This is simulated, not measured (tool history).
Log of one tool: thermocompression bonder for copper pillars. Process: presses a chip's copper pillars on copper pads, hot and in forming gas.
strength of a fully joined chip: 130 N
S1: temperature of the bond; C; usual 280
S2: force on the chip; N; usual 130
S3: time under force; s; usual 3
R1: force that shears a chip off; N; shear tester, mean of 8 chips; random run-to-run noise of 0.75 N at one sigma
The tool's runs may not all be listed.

Run 1, day 0.000: usual settings. Result: R1 48.7 N.
Run 2, day 0.358: usual settings. Result: R1 48.8 N.
Run 3, day 0.642: usual settings but S2 171 N. Result: R1 60.0 N.
Run 4, day 0.854: usual settings but S3 4 s. Result: R1 54.2 N.
Run 5, day 1.179: usual settings but S3 4 s. Result: R1 53.8 N.
Run 6, day 1.542: usual settings but S2 154 N. Result: R1 55.1 N.
Run 7, day 1.892: usual settings but S2 125 N. Result: R1 47.6 N.
Run 8, day 2.258: usual settings but S2 125 N. Result: R1 46.8 N.
Run 9, day 2.538: usual settings but S2 125 N. Result: R1 47.0 N.
Run 10, day 2.812: usual settings but S2 125 N. Result: R1 47.4 N.
Run 11, day 3.325: usual settings. Result: R1 47.1 N.
Run 12, day 3.558: usual settings. Result: R1 47.6 N.
Run 13, day 3.800: usual settings but S2 171 N. Result: R1 59.9 N.
Run 14, day 4.088: usual settings but S2 171 N. Result: R1 58.7 N.
Run 15, day 4.375: usual settings but S2 171 N. Result: R1 58.3 N.
Run 16, day 4.788: usual settings but S2 171 N. Result: R1 58.6 N.
Run 17, day 5.275: usual settings but S2 171 N. Result: R1 57.8 N.
Run 18, day 5.654: usual settings but S2 171 N. Result: R1 57.4 N.
Run 19, day 5.862: usual settings but S2 113 N. Result: R1 41.3 N.
Run 20, day 6.117: usual settings but S2 113 N. Result: R1 42.2 N.
Run 21, day 6.346: usual settings but S2 128 N. Result: R1 46.9 N.
Run 22, day 6.617: usual settings but S2 128 N. Result: R1 45.2 N.
Run 23, day 6.875: usual settings but S1 275 C, S2 93 N. Result: R1 32.2 N.
Run 24, day 7.346: usual settings but S2 84 N, S3 2 s. Result: R1 26.2 N.
At day 7.438: force cell calibrated.
At day 7.558: forming gas filter changed.
Run 25, day 7.925: usual settings but S1 277 C, S2 141 N, S3 9 s. Result: R1 78.4 N.
Run 26, day 8.129: usual settings but S1 274 C, S2 94 N, S3 7 s. Result: R1 51.0 N.
At day 8.429: force cell calibrated, once more.
Run 27, day 8.467: usual settings but S1 258 C, S2 85 N, S3 2 s. Result: R1 22.5 N.
Run 28, day 8.833: usual settings but S2 129 N. Result: R1 53.2 N.
Run 29, day 9.179: usual settings but S1 254 C, S2 109 N, S3 2 s. Result: R1 26.5 N.
Run 30, day 9.462: usual settings but S1 292 C, S2 177 N, S3 2 s. Result: R1 65.8 N.
Run 31, day 9.829: usual settings but S1 292 C, S2 145 N. Result: R1 66.9 N.
Run 32, day 10.146: usual settings but S1 292 C, S2 145 N. Result: R1 65.7 N.
Run 33, day 10.504: usual settings but S1 291 C, S2 138 N. Result: R1 62.4 N.
Run 34, day 10.712: usual settings but S1 253 C, S2 115 N, S3 8 s. Result: R1 46.0 N.
Run 35, day 11.083: usual settings but S1 307 C, S2 131 N, S3 2 s. Result: R1 63.0 N.
Run 36, day 11.504: usual settings but S1 307 C, S2 131 N, S3 2 s. Result: R1 62.4 N.
Run 37, day 11.938: usual settings but S2 174 N, S3 9 s. Result: R1 90.5 N.
Run 38, day 12.383: usual settings but S2 111 N, S3 6 s. Result: R1 57.8 N.
Run 39, day 12.612: usual settings but S1 266 C, S3 4 s. Result: R1 47.0 N.
Run 40, day 13.083: usual settings but S1 266 C, S3 4 s. Result: R1 47.2 N.
Run 41, day 13.325: usual settings but S1 260 C, S3 2 s. Result: R1 33.4 N.

Branching from run 41: 3 alternative next runs. What would each branch give?
Run A, day 13.771: usual settings but S1 291 C, S3 6 s. Result: R1 ?.
Run B, day 13.771: usual settings but S1 305 C, S2 80 N, S3 7 s. Result: R1 ?.
Run C, day 13.771: usual settings but S1 260 C, S2 143 N, S3 7 s. Result: R1 ?.

run    R1
  A  73.5
  B  64.5
  C  58.1
Stripped of hidden state, with their random variation kept, the same runs would have yielded:
run    R1
  A  79.7
  B  70.2
  C  64.1
